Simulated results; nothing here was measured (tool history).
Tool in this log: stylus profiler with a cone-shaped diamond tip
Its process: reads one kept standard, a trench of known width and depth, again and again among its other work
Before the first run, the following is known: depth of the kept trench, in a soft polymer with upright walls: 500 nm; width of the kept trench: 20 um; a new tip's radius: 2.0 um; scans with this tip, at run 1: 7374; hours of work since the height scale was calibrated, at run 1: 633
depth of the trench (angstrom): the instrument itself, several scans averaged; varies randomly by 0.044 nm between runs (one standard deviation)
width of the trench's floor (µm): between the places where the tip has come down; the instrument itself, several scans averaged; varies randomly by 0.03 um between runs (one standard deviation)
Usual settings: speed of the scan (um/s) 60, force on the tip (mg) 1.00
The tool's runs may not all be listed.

run,hour,speed of the scan (um/s),force on the tip (mg),scans with this tip,hours of work since the height scale was calibrated,depth of the trench (angstrom),width of the trench's floor (µm)
1,0.0,60,1.00,7374,633,5040.1,16.26
2,41.8,60,1.00,7720,662,5040.4,16.27
3,75.0,60,2.25,7995,686,5064.9,16.24
4,94.9,60,1.00,8159,700,5041.4,16.17
5,130.8,60,1.00,8456,726,5040.7,16.19
6,156.8,60,1.00,8672,744,5042.0,16.17
# hour 159.9: height scale calibrated on a step standard
7,196.5,18,2.02,8995,26,5062.7,16.29
8,223.2,235,1.06,9216,45,5044.2,15.55
# hour 233.5: height scale calibrated on a step standard, once more
9,257.0,235,1.06,9492,17,5034.6,15.47
10,280.8,60,0.63,9689,34,5024.1,16.00
11,301.0,106,0.63,9856,48,5024.2,15.78

Here are 3 independent what-if runs from the current tool condition. What would each one return?
A,338.3,30,2.05,10164,74,?,?
B,338.3,105,1.00,10164,74,?,?
C,338.3,28,0.53,10164,74,?,?

run,depth of the trench (angstrom),width of the trench's floor (µm)
A,5053.4,16.15
B,5033.0,15.86
C,5021.7,16.11
Without the tool's hidden state the same runs would have given:
run,depth of the trench (angstrom),width of the trench's floor (µm)
A,5053.4,17.27
B,5033.1,16.97
C,5021.8,17.23
